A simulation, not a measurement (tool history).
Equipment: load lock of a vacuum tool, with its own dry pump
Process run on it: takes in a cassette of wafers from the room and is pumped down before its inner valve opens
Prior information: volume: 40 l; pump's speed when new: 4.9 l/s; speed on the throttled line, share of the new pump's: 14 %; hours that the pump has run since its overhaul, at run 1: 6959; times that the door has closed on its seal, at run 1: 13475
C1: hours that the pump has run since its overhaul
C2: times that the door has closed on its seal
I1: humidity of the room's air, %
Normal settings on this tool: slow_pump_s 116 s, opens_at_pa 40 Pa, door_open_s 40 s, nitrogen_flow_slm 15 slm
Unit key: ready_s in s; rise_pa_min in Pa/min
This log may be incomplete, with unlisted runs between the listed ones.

Run 1, hour 0: usual settings; C1 6959; C2 13475; I1 44.4. Result: ready_s 167 s, rise_pa_min 0.088 Pa/min.
Run 2, hour 116.3: usual settings but door_open_s 54 s; C1 7075; C2 13897; I1 46. Result: ready_s 167.2 s, rise_pa_min 0.086 Pa/min.
Run 3, hour 242.1: usual settings but door_open_s 54 s; C1 7201; C2 14354; I1 41.2. Result: ready_s 166.9 s, rise_pa_min 0.098 Pa/min.
Run 4, hour 328.8: usual settings but door_open_s 54 s; C1 7287; C2 14670; I1 46.3. Result: ready_s 166.7 s, rise_pa_min 0.098 Pa/min.
Run 5, hour 429.9: usual settings but door_open_s 54 s; C1 7389; C2 15037; I1 41.1. Result: ready_s 167.3 s, rise_pa_min 0.092 Pa/min.
Run 6, hour 564: usual settings; C1 7523; C2 15524; I1 42.8. Result: ready_s 166.4 s, rise_pa_min 0.096 Pa/min.
Run 7, hour 692.9: usual settings; C1 7651; C2 15993; I1 42.2. Result: ready_s 167.5 s, rise_pa_min 0.106 Pa/min.
Run 8, hour 810.5: usual settings; C1 7769; C2 16420; I1 47.6. Result: ready_s 166.9 s, rise_pa_min 0.104 Pa/min.
Run 9, hour 936: usual settings but slow_pump_s 133 s, opens_at_pa 30 Pa, door_open_s 27 s, nitrogen_flow_slm 23 slm; C1 7895; C2 16876; I1 42.3. Result: ready_s 184.6 s, rise_pa_min 0.11 Pa/min.
Run 10, hour 999.7: usual settings but slow_pump_s 133 s, opens_at_pa 30 Pa, door_open_s 27 s, nitrogen_flow_slm 23 slm; C1 7958; C2 17108; I1 46.2. Result: ready_s 184 s, rise_pa_min 0.109 Pa/min.
Run 11, hour 1066.6: usual settings but slow_pump_s 133 s, opens_at_pa 30 Pa, door_open_s 27 s, nitrogen_flow_slm 23 slm; C1 8025; C2 17351; I1 47.6. Result: ready_s 183.6 s, rise_pa_min 0.107 Pa/min.
Run 12, hour 1162.2: usual settings but slow_pump_s 133 s, opens_at_pa 30 Pa, door_open_s 27 s, nitrogen_flow_slm 23 slm; C1 8121; C2 17698; I1 44. Result: ready_s 185.1 s, rise_pa_min 0.106 Pa/min.
Run 13, hour 1272.7: usual settings but slow_pump_s 135 s, opens_at_pa 46 Pa, door_open_s 110 s; C1 8231; C2 18100; I1 46.2. Result: ready_s 181.9 s, rise_pa_min 0.128 Pa/min.
Run 14, hour 1396.7: usual settings but slow_pump_s 135 s, opens_at_pa 44 Pa, door_open_s 110 s, nitrogen_flow_slm 40 slm; C1 8355; C2 18550; I1 48. Result: ready_s 182.8 s, rise_pa_min 0.115 Pa/min.
Run 15, hour 1468.4: usual settings but slow_pump_s 66 s, opens_at_pa 31 Pa, door_open_s 165 s, nitrogen_flow_slm 17 slm; C1 8427; C2 18811; I1 43.1. Result: ready_s 127.2 s, rise_pa_min 0.129 Pa/min.

Predict each of these 4 candidate next runs independently; none follows another, all start after run 15:
Run A, hour 1536.8: usual settings but slow_pump_s 84 s, opens_at_pa 30 Pa, door_open_s 165 s, nitrogen_flow_slm 39 slm; C1 8495; C2 19060; I1 42.8. Result: ready_s ?, rise_pa_min ?.
Run B, hour 1536.8: usual settings but opens_at_pa 47 Pa; C1 8495; C2 19060; I1 45.5. Result: ready_s ?, rise_pa_min ?.
Run C, hour 1536.8: usual settings but slow_pump_s 133 s, opens_at_pa 46 Pa; C1 8495; C2 19060; I1 46.1. Result: ready_s ?, rise_pa_min ?.
Run D, hour 1536.8: usual settings but slow_pump_s 66 s, opens_at_pa 31 Pa, door_open_s 165 s, nitrogen_flow_slm 5 slm; C1 8495; C2 19060; I1 45.7. Result: ready_s ?, rise_pa_min ?.

run  ready_s  rise_pa_min
  A    143.6        0.123
  B    165.5        0.127
  C    180.9        0.125
  D    127.1        0.146
Had the tool no hidden state, the same runs would have come out as:
run  ready_s  rise_pa_min
  A    139.4        0.012
  B    162.1        0.015
  C    177.6        0.014
  D    122.9        0.037
